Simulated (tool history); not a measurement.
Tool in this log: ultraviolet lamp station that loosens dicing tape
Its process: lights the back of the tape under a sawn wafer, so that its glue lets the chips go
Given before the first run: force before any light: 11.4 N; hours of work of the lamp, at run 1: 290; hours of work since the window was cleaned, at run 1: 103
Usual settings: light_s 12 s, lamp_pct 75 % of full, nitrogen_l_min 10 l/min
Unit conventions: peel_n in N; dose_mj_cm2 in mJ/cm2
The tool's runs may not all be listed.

run    day  light_s  lamp_pct  nitrogen_l_min  hours of work of the lamp  hours of work since the window was cleaned  peel_n  dose_mj_cm2
  1      0       12        75              10                        290                                         103    0.88          232
  2    0.7       12        75              10                        298                                         111   0.892          235
  3  1.342       12        75              10                        306                                         119   0.902          234
  4  1.775       12        75              10                        311                                         124   0.883          230
  5  2.392       12        75              10                        319                                         132   0.909          233
  6  2.729       12        75              10                        323                                         136   0.877          227
  7    3.2       12        75              10                        329                                         142   0.901          231
  8  3.725       12        75              10                        335                                         148   0.943          228
  9  4.288       12        75              10                        342                                         155    0.92          226
 10  5.067       12        75              10                        351                                         164    0.95          227
 11    5.5       12        89               7                        356                                         170   0.855          269
 12  5.988       12        89               8                        362                                         175   0.748          269
 13  6.362       12        89               8                        367                                         180   0.767          265
 14  7.129       22        72               8                        376                                         189   0.356          395
 15  7.883       22        72               8                        385                                         198   0.374          396
 16  8.575       22        72               8                        394                                         207   0.385          391
 17  9.333       22        72               8                        403                                         216   0.373          392

For each run, the measured value with the value that run would have given without the tool's hidden condition subtracted. The run-to-run variation is shared by both, the gauge scatter possibly not:
Unlogged tool condition in this case: lamp's light, % of a new lamp's; light that the window lets through, % of a clean one's; drift of the gauge itself on peel_n, %; drift of the gauge itself on dose_mj_cm2, %.
run  peel_n  dose_mj_cm2
  1  +0.166          -25
  2  +0.175          -26
  3  +0.183          -26
  4  +0.182          -27
  5  +0.193          -28
  6  +0.188          -28
  7  +0.196          -28
  8  +0.207          -29
  9  +0.205          -29
 10  +0.218          -31
 11  +0.202          -36
 12  +0.178          -37
 13  +0.183          -37
 14  +0.058          -57
 15   +0.06          -58
 16  +0.064          -61
 17  +0.063          -62
